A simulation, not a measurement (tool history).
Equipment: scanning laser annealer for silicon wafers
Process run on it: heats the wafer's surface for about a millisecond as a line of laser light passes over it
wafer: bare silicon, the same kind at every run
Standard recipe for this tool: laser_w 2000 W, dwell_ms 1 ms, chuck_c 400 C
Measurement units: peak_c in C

run,day,laser_w,dwell_ms,chuck_c,peak_c
1,0,2000,1,400,1076
2,0.404,2000,1,400,1074
3,0.783,2000,1,400,1077
4,1.046,1817,1,400,1017
5,1.462,1817,1,400,1014
6,1.833,2088,0.95,410,1093
7,2.117,2088,0.92,378,1054

Run 8 is up next; what results do you expect?
8,2.612,2000,1.17,392,?

peak_c: 1124 C
Minus the tool's unlogged condition, the same run would have read peak_c 1156 C.

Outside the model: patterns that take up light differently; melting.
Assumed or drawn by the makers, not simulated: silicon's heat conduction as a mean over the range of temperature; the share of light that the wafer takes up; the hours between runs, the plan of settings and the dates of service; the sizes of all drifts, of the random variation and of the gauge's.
